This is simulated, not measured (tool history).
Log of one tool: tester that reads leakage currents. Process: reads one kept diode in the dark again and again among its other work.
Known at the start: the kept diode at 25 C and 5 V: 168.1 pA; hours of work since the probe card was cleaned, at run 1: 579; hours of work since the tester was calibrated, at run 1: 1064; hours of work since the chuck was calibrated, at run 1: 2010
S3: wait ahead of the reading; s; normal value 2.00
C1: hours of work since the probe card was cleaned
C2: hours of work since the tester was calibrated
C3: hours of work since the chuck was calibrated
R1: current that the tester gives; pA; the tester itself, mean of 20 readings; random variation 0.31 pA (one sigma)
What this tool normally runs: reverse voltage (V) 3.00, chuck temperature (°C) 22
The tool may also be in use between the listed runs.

run 1 hour=0.0 | reverse_voltage_(V)=3.00 chuck_temperature_(°C)=22 S3=2.00 | C1=579 C2=1064 C3=2010 | R1=122.22
run 2 hour=55.8 | reverse_voltage_(V)=3.00 chuck_temperature_(°C)=22 S3=2.00 | C1=618 C2=1104 C3=2049 | R1=122.78
run 3 hour=148.5 | reverse_voltage_(V)=3.00 chuck_temperature_(°C)=22 S3=2.00 | C1=683 C2=1169 C3=2115 | R1=123.20
run 4 hour=224.6 | reverse_voltage_(V)=3.00 chuck_temperature_(°C)=37 S3=2.00 | C1=737 C2=1222 C3=2168 | R1=415.87
run 5 hour=279.3 | reverse_voltage_(V)=3.00 chuck_temperature_(°C)=28 S3=2.00 | C1=775 C2=1261 C3=2207 | R1=204.61
run 6 hour=375.7 | reverse_voltage_(V)=3.00 chuck_temperature_(°C)=22 S3=6.86 | C1=843 C2=1329 C3=2275 | R1=125.08
run 7 hour=459.0 | reverse_voltage_(V)=3.00 chuck_temperature_(°C)=22 S3=6.86 | C1=902 C2=1387 C3=2333 | R1=126.45
-- hour=523.2 chuck's temperature calibrated
run 8 hour=541.5 | reverse_voltage_(V)=3.00 chuck_temperature_(°C)=22 S3=6.86 | C1=959 C2=1444 C3=13 | R1=105.54
run 9 hour=584.4 | reverse_voltage_(V)=3.00 chuck_temperature_(°C)=22 S3=6.86 | C1=989 C2=1474 C3=43 | R1=105.87
run 10 hour=641.3 | reverse_voltage_(V)=1.69 chuck_temperature_(°C)=22 S3=5.44 | C1=1029 C2=1514 C3=83 | R1=81.72
run 11 hour=686.5 | reverse_voltage_(V)=1.41 chuck_temperature_(°C)=29 S3=0.43 | C1=1061 C2=1546 C3=115 | R1=134.57
run 12 hour=775.7 | reverse_voltage_(V)=3.00 chuck_temperature_(°C)=22 S3=0.56 | C1=1123 C2=1609 C3=178 | R1=109.14
run 13 hour=834.3 | reverse_voltage_(V)=2.65 chuck_temperature_(°C)=22 S3=0.36 | C1=1165 C2=1650 C3=219 | R1=103.39
run 14 hour=885.3 | reverse_voltage_(V)=3.00 chuck_temperature_(°C)=43 S3=2.00 | C1=1200 C2=1686 C3=255 | R1=574.95

For run 15, what comes out?
run 15 hour=955.5 | reverse_voltage_(V)=1.17 chuck_temperature_(°C)=43 S3=1.04 | C1=1250 C2=1735 C3=304 | R1=?

R1: 373.52 pA
Were there no unlogged condition in the tool, this run, its random variation unchanged, would have produced R1 362.61 pA.
